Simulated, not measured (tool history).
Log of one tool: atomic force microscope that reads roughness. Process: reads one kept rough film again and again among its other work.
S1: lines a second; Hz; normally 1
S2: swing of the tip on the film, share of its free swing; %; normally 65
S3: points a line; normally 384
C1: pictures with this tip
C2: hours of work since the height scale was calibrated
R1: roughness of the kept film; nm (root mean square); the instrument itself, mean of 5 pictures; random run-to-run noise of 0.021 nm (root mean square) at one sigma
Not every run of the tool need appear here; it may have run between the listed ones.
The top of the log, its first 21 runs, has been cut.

Run 22, day 8.808: usual settings but S1 1.67 Hz, S2 67 %, S3 375; C1 64; C2 185. Result: R1 5.021 nm (root mean square).
Run 23, day 9.358: usual settings but S2 78 %, S3 471; C1 78; C2 192. Result: R1 4.97 nm (root mean square).
At day 9.675: new tip fitted.
Run 24, day 9.767: usual settings but S1 0.88 Hz, S2 78 %, S3 482; C1 2; C2 196. Result: R1 5.016 nm (root mean square).
Run 25, day 10.317: usual settings but S2 78 %; C1 16; C2 203. Result: R1 4.988 nm (root mean square).
Run 26, day 10.712: usual settings but S1 1.86 Hz, S2 90 %, S3 276; C1 27; C2 208. Result: R1 4.311 nm (root mean square).
Run 27, day 11.254: usual settings but S2 72 %, S3 370; C1 41; C2 215. Result: R1 5.09 nm (root mean square).
Run 28, day 11.533: usual settings but S2 72 %, S3 370; C1 48; C2 218. Result: R1 5.088 nm (root mean square).
Run 29, day 11.829: usual settings but S1 3.36 Hz, S3 703; C1 56; C2 222. Result: R1 4.826 nm (root mean square).
Run 30, day 12.317: usual settings but S1 3.36 Hz, S3 954; C1 68; C2 228. Result: R1 4.799 nm (root mean square).
Run 31, day 12.738: usual settings but S1 3.36 Hz, S3 954; C1 79; C2 233. Result: R1 4.788 nm (root mean square).
At day 13.046: new tip fitted.
Run 32, day 13.129: usual settings but S1 3.36 Hz, S3 954; C1 3; C2 237. Result: R1 4.814 nm (root mean square).

Below are 4 alternative next runs, each starting from the tool's condition after run 32. Predict each:
Run A, day 13.396: usual settings but S1 3.36 Hz, S3 694; C1 10; C2 240. Result: R1 ?.
Run B, day 13.396: usual settings but S1 3.36 Hz, S2 68 %, S3 954; C1 10; C2 240. Result: R1 ?.
Run C, day 13.396: usual settings but S1 3.51 Hz, S2 67 %, S3 954; C1 10; C2 240. Result: R1 ?.
Run D, day 13.396: usual settings but S1 0.66 Hz, S2 72 %, S3 595; C1 10; C2 240. Result: R1 ?.

run     R1
  A  4.783
  B  4.702
  C  4.708
  D  5.177
Stripped of hidden state, with their random variation kept, the same runs would have yielded:
run     R1
  A  4.785
  B  4.704
  C   4.71
  D  5.179
